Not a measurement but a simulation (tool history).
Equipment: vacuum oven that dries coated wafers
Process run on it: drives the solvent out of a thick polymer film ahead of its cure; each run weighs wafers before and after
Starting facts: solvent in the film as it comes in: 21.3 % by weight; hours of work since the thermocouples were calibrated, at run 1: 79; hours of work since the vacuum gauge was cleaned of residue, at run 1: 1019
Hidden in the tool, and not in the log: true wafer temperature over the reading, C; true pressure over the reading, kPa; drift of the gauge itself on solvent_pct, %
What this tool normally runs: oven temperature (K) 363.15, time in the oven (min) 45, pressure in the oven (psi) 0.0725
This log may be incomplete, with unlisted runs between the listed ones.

run	day	oven temperature (K)	time in the oven (min)	pressure in the oven (psi)	hours of work since the thermocouples were calibrated	hours of work since the vacuum gauge was cleaned of residue	solvent left in the film (%)
1	0	363.15	45	0.0725	79	1019	2.58
2	1.238	363.15	45	0.0725	96	1036	2.52
3	3.467	363.15	45	0.0725	126	1066	2.51
4	4.421	363.15	45	0.0512	139	1079	2.4
5	6.558	363.15	45	0.0512	168	1108	2.54
6	8.708	363.15	45	0.0512	197	1137	2.33
7	9.721	363.15	45	0.0512	210	1151	2.47
8	10.875	363.15	45	0.0725	226	1166	2.61
9	13.075	363.15	38	0.0725	255	1196	3.39
10	14.683	363.15	38	0.0725	277	1217	3.39
11	15.829	363.15	38	0.0725	293	1233	3.26
12	16.775	363.15	38	0.0725	305	1246	3.35
13	18.329	363.15	38	0.0725	326	1267	3.3
14	19.554	363.15	45	0.229	343	1283	3.24
15	21.721	363.15	45	0.229	372	1312	3.18
16	22.858	363.15	45	0.229	387	1328	3.2
17	24.729	372.15	45	0.0725	413	1353	0.82
18	25.742	372.15	45	0.0725	426	1367	0.82
19	26.75	372.15	54	0.0725	440	1380	0.46
20	28.171	367.15	54	0.1323	459	1399	1.32
21	29.596	352.15	60	0.0943	478	1418	4.76
22	30.933	352.15	60	0.0943	496	1437	4.83
23	32.221	351.15	33	0.0725	514	1454	8.66
24	33.212	376.15	30	0.1439	527	1467	1.42
25	35.133	370.15	59	0.2775	553	1493	1.26
26	36.192	370.15	59	0.2775	567	1507	1.26
27	37.196	351.15	30	0.0703	581	1521	9.25
28	38.908	351.15	30	0.0703	604	1544	9.45
29	40.071	351.15	30	0.0703	619	1560	9.46
30	41.05	361.15	64	0.0558	633	1573	1.65
# day 42.862: vacuum gauge cleaned of residue and calibrated
31	43.112	361.15	64	0.0558	660	3	1.6
32	44.65	363.15	36	0.0615	680	24	3.59
33	46.833	363.15	45	0.0614	710	54	2.42
34	49.167	363.15	43	0.0408	741	85	2.57
35	50.45	363.15	43	0.0408	759	102	2.65
36	51.742	363.15	43	0.0408	776	120	2.61
# day 54.121: oven's thermocouples calibrated
37	54.162	360.15	36	0.125	1	151	4.87

Take each entry between the runs: how does the hidden state at the last listed run before it differ from the hidden state at the first listed run after it?
After run 30, before run 31: vacuum gauge cleaned of residue and calibrated (day 42.862)
  true pressure over the reading, kPa: 0.033 -> 0
After run 36, before run 37: oven's thermocouples calibrated (day 54.121)
  true wafer temperature over the reading, C: -0.07 -> 0.03; true pressure over the reading, kPa: 0.002 -> 0.003

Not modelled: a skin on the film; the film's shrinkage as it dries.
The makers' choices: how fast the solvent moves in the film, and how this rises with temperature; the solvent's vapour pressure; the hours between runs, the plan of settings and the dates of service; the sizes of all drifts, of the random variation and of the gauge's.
